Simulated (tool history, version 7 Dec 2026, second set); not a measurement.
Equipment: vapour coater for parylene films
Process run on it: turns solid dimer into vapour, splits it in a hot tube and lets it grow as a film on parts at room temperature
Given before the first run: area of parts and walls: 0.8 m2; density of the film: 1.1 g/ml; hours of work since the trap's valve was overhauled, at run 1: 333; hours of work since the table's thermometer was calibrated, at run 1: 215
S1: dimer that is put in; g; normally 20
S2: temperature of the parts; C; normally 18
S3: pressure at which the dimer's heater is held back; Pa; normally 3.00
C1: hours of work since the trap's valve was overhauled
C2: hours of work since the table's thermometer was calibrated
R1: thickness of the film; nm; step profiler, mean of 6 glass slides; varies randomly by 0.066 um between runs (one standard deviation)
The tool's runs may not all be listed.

run,hour,S1,S2,S3,C1,C2,R1
1,0.0,20,18,3.00,333,215,11740
2,23.7,20,18,3.00,349,231,11650
3,50.0,20,18,3.00,367,249,11760
4,65.7,20,18,3.00,378,260,11530
5,85.7,28,18,3.00,392,274,16250
6,98.8,20,18,3.00,401,283,11500
7,128.2,20,18,3.00,421,303,11520
8,152.7,20,18,3.00,438,320,11500
9,183.1,20,18,3.00,459,341,11490
10,199.3,20,18,3.00,470,352,11450
11,224.9,20,18,3.00,488,369,11380
12,242.1,20,18,3.00,500,381,11430
13,260.2,20,18,3.00,512,394,11460
14,281.9,20,18,3.00,527,409,11520
15,300.5,20,18,3.00,540,421,11420
16,324.2,24,25,2.38,556,438,10650
17,337.4,24,25,2.38,565,447,10710
18,351.2,26,11,8.85,575,456,17200
19,375.0,29,11,3.00,591,473,21530
20,405.8,12,19,2.99,612,494,6530
21,428.4,12,23,9.42,628,509,4960
# hour 455.6: trap's valve overhauled
22,461.5,32,18,2.62,4,529,18340
# hour 467.9: gauge calibrated
23,476.6,22,14,9.31,14,540,13410
24,505.3,21,12,6.54,34,560,14100
25,527.5,13,23,2.59,49,575,6310
26,541.3,13,23,2.59,59,584,6300
27,556.8,28,20,2.66,70,595,15200
28,581.9,28,28,5.69,87,612,10390
29,602.0,28,28,5.69,101,626,10320
30,626.4,20,18,8.00,118,643,10410

Each row is a separate what-if for the run after 30, all from the same tool condition, not one after another. Results?
A,646.5,11,15,9.33,131,657,?
B,646.5,26,23,3.30,131,657,?
C,646.5,27,22,3.00,131,657,?
D,646.5,20,10,6.30,131,657,?

run,R1
A,6330
B,12220
C,13370
D,14740
Stripped of hidden state, with their random variation kept, the same runs would have yielded:
run,R1
A,6410
B,12380
C,13550
D,14940
